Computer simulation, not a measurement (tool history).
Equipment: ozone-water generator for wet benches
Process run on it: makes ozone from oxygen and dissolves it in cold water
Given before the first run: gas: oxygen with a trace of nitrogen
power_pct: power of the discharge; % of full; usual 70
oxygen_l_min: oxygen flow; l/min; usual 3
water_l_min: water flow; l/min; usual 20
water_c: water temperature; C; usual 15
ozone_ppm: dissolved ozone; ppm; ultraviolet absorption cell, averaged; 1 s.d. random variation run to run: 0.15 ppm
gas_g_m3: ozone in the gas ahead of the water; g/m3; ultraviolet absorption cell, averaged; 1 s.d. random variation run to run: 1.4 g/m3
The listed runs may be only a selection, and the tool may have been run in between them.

run,hour,power_pct,oxygen_l_min,water_l_min,water_c,ozone_ppm,gas_g_m3
1,0,70,3,20,15,16.3,257.8
2,194.6,70,3,20,15,16.3,260.1
3,278.4,70,3,20,15,16.3,260
4,374.4,70,3,20,15,16.2,256.3
5,466.5,44,3,20,15,12.5,201.8
6,569.7,70,3,20,15,16.2,257.6
7,711.6,70,2.96,20,15,16.1,255.6
# hour 730.7: contactor cleaned
8,898.2,70,2.96,20,15,15.6,258.6
9,1032.3,70,2.96,20,15,15.4,256.4
10,1201.2,70,2.96,20,15,15.5,256.9
11,1305.7,70,2.96,20,15,15.2,256.5
12,1439.8,70,4.49,20,15,17.2,217.7
13,1609.6,70,4.49,20,15,17,216.1
14,1709.5,70,4.49,20,15,17,216.2
15,1854.1,70,3,20,8,16.5,254.1
# hour 1909.8: contactor cleaned, once more
# hour 1949.3: water thermometer calibrated
16,1953.2,55,4.97,14,13,24.9,184.1
17,2126.5,50,4.66,20,15,15.9,177.3
18,2239.3,52,2.02,29,15,8,252.5
19,2327.6,47,3,25,15,10.6,205.2
20,2528.1,47,2.02,25,14,9.4,240.9
21,2704.3,70,1.52,20,15,13.3,332
22,2816.7,70,1.52,31,14,7.5,328.6
23,2932.9,70,3.4,12,9,30.7,239.8

Predict each of these 5 candidate next runs independently; none follows another, all start after run 23:
A,3072.3,95,3,24,15,?,?
B,3072.3,59,3.4,12,10,?,?
C,3072.3,65,3,20,15,?,?
D,3072.3,82,5.02,17,15,?,?
E,3072.3,70,2.36,20,15,?,?

run,ozone_ppm,gas_g_m3
A,16.1,294.4
B,28.1,219.9
C,16.1,243.3
D,24.1,220.5
E,15.6,276.4
With no hidden state in the tool, these same runs would have given:
run,ozone_ppm,gas_g_m3
A,17.4,316.8
B,30,232.9
C,17.2,258.4
D,26,236.2
E,16.8,294.3

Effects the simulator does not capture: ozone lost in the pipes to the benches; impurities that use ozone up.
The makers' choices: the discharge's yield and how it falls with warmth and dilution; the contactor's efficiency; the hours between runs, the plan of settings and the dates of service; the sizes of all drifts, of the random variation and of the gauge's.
